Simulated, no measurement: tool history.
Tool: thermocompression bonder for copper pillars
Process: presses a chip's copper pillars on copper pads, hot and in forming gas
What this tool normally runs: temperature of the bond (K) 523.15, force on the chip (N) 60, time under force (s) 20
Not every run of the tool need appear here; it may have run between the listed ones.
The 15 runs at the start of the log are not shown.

run   hour  temperature of the bond (K)  force on the chip (N)  time under force (s)  hours of work since the heater was calibrated  hours of work since the force cell was calibrated  hours of work since the gas filter was changed  force that shears a chip off (N)
 16  193.4                       523.15                     60                    20                                            272                                                392                                              88                              88.1
 17  210.1                       523.15                     60                    20                                            281                                                401                                              97                              87.9
 18  226.8                       523.15                     60                    20                                            290                                                410                                             106                              89.1
 19  238.4                       523.15                     60                    20                                            296                                                416                                             112                              87.9
 20  252.8                       523.15                     60                    20                                            304                                                424                                             120                              88.1
 21  266.8                       537.15                     60                    16                                            311                                                432                                             127                              96.4
 22  276.9                       537.15                     60                    16                                            317                                                437                                             133                              96.1
 23  288.2                       537.15                     60                    18                                            323                                                443                                             139                              99.5
 24  301.0                       521.15                     59                    47                                            329                                                450                                             146                             103.3
 25  312.4                       521.15                     59                    10                                            336                                                456                                             152                              67.0
 26  323.3                       521.15                     59                    10                                            341                                                462                                             157                              68.4
 27  337.1                       540.15                     47                    14                                            349                                                469                                             165                              83.2
     340.1  -- heater calibrated with a thermocouple chip
 28  351.6                       540.15                     47                    14                                              6                                                476                                             172                              82.9
 29  364.5                       513.15                     82                    14                                             13                                                483                                             178                              80.0
 30  372.2                       513.15                     78                    16                                             17                                                487                                             183                              81.9
     375.6  -- forming gas filter changed
 31  387.1                       513.15                     78                    16                                             25                                                495                                               6                              84.5
     401.1  -- heater calibrated with a thermocouple chip, once more
 32  405.2                       523.15                     60                    33                                              2                                                503                                              15                             106.9
 33  420.3                       523.15                     60                    33                                             10                                                511                                              23                             107.1
 34  431.4                       548.15                     82                    20                                             16                                                517                                              29                             129.6
 35  445.3                       548.15                     82                    20                                             24                                                525                                              36                             125.6
 36  458.9                       548.15                     82                    20                                             31                                                532                                              44                             129.6
 37  474.3                       548.15                     82                    20                                             39                                                540                                              52                             126.8
 38  481.9                       532.15                     86                    18                                             43                                                544                                              56                             115.8
 39  496.7                       512.15                     60                    14                                             51                                                552                                              64                              72.3
 40  505.5                       539.15                     60                    57                                             56                                                557                                              69                             129.6

Branching from run 40: 4 alternative next runs. What would each branch give?
  A  517.2                       524.15                     60                    46                                             62                                                563                                              75                                 ?
  B  517.2                       505.15                     48                    12                                             62                                                563                                              75                                 ?
  C  517.2                       500.15                     60                    20                                             62                                                563                                              75                                 ?
  D  517.2                       521.15                     71                    43                                             62                                                563                                              75                                 ?

run  force that shears a chip off (N)
  A                             113.1
  B                              50.2
  C                              66.8
  D                             116.1
Take away the tool's hidden state, keep each run's random variation, and the runs would have read:
run  force that shears a chip off (N)
  A                             112.8
  B                              49.4
  C                              65.9
  D                             116.0
